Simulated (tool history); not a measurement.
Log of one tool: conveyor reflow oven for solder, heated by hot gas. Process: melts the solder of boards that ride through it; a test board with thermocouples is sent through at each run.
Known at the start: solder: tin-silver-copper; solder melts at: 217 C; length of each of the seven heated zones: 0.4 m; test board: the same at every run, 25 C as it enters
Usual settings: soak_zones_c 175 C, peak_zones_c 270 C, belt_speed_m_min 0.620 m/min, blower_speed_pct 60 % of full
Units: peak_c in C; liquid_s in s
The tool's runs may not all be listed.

{"run": 1, "day": 0.0, "soak_zones_c": 175, "peak_zones_c": 270, "belt_speed_m_min": 0.62, "blower_speed_pct": 60, "peak_c": 251.5, "liquid_s": 57.0}
{"run": 2, "day": 0.567, "soak_zones_c": 175, "peak_zones_c": 270, "belt_speed_m_min": 0.62, "blower_speed_pct": 60, "peak_c": 251.6, "liquid_s": 56.9}
{"run": 3, "day": 1.35, "soak_zones_c": 175, "peak_zones_c": 270, "belt_speed_m_min": 0.62, "blower_speed_pct": 60, "peak_c": 251.7, "liquid_s": 56.9}
{"run": 4, "day": 2.0, "soak_zones_c": 175, "peak_zones_c": 270, "belt_speed_m_min": 0.62, "blower_speed_pct": 60, "peak_c": 251.9, "liquid_s": 56.8}
{"run": 5, "day": 2.883, "soak_zones_c": 175, "peak_zones_c": 270, "belt_speed_m_min": 0.62, "blower_speed_pct": 60, "peak_c": 251.1, "liquid_s": 57.1}
{"run": 6, "day": 3.529, "soak_zones_c": 163, "peak_zones_c": 270, "belt_speed_m_min": 0.62, "blower_speed_pct": 60, "peak_c": 248.6, "liquid_s": 50.7}
{"day": 4.167, "done": "flux residue cleaned out of gas plates and filters"}
{"run": 7, "day": 4.621, "soak_zones_c": 163, "peak_zones_c": 270, "belt_speed_m_min": 0.62, "blower_speed_pct": 60, "peak_c": 249.1, "liquid_s": 50.7}
{"run": 8, "day": 5.15, "soak_zones_c": 163, "peak_zones_c": 270, "belt_speed_m_min": 0.62, "blower_speed_pct": 60, "peak_c": 248.9, "liquid_s": 51.5}
{"run": 9, "day": 5.962, "soak_zones_c": 177, "peak_zones_c": 261, "belt_speed_m_min": 0.69, "blower_speed_pct": 60, "peak_c": 240.3, "liquid_s": 42.0}
{"run": 10, "day": 6.758, "soak_zones_c": 177, "peak_zones_c": 261, "belt_speed_m_min": 0.69, "blower_speed_pct": 60, "peak_c": 240.7, "liquid_s": 41.7}
{"run": 11, "day": 7.396, "soak_zones_c": 177, "peak_zones_c": 261, "belt_speed_m_min": 0.642, "blower_speed_pct": 61, "peak_c": 243.0, "liquid_s": 48.7}
{"run": 12, "day": 8.15, "soak_zones_c": 189, "peak_zones_c": 270, "belt_speed_m_min": 0.62, "blower_speed_pct": 60, "peak_c": 254.2, "liquid_s": 64.9}
{"run": 13, "day": 8.779, "soak_zones_c": 185, "peak_zones_c": 269, "belt_speed_m_min": 0.617, "blower_speed_pct": 70, "peak_c": 254.2, "liquid_s": 64.5}

The next listed run, before its measurement:
{"run": 14, "day": 9.379, "soak_zones_c": 176, "peak_zones_c": 259, "belt_speed_m_min": 0.62, "blower_speed_pct": 78, "peak_c": "?", "liquid_s": "?"}

peak_c: 245.3 C
liquid_s: 53.2 s
Without the tool's hidden state the same run would have given peak_c 245.3 C, liquid_s 53.2 s.

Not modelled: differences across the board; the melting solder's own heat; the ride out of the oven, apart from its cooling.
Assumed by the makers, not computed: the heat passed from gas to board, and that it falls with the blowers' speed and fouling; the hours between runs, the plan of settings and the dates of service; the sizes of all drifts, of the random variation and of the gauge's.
